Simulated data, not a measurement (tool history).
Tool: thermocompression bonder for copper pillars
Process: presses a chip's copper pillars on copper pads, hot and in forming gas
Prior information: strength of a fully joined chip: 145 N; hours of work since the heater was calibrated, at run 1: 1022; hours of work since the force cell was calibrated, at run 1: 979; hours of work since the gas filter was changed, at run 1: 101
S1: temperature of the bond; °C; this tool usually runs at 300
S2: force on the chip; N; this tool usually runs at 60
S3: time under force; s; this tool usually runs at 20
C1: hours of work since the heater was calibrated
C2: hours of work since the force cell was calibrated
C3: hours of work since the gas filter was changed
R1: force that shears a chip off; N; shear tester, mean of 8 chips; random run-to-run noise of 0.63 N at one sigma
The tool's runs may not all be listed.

| run | hour | S1 | S2 | S3 | C1 | C2 | C3 | R1 |
|---|---|---|---|---|---|---|---|---|
| 1 | 0.0 | 300 | 60 | 20 | 1022 | 979 | 101 | 94.1 |
|  | 31.2 | forming gas filter changed |
| 2 | 31.2 | 300 | 67 | 20 | 1037 | 994 | 0 | 105.7 |
| 3 | 95.3 | 300 | 67 | 20 | 1068 | 1024 | 31 | 104.1 |
| 4 | 127.1 | 300 | 60 | 20 | 1083 | 1040 | 46 | 95.9 |
|  | 158.2 | heater calibrated with a thermocouple chip |
| 5 | 194.3 | 300 | 60 | 20 | 17 | 1071 | 77 | 101.2 |
| 6 | 236.2 | 300 | 70 | 20 | 37 | 1091 | 97 | 111.0 |
|  | 276.7 | forming gas filter changed |
| 7 | 291.3 | 300 | 70 | 20 | 64 | 1117 | 7 | 113.1 |
| 8 | 320.1 | 300 | 41 | 20 | 77 | 1131 | 21 | 78.8 |
|  | 359.1 | force cell calibrated |
| 9 | 364.9 | 319 | 66 | 20 | 98 | 3 | 42 | 121.6 |
| 10 | 404.3 | 319 | 66 | 20 | 117 | 22 | 61 | 121.4 |

Run 11 has not been measured yet. What should we expect?
| 11 | 455.9 | 319 | 53 | 41 | 142 | 46 | 85 | ? |

R1: 124.2 N
Without the tool's hidden state the same run would have given R1 128.8 N.
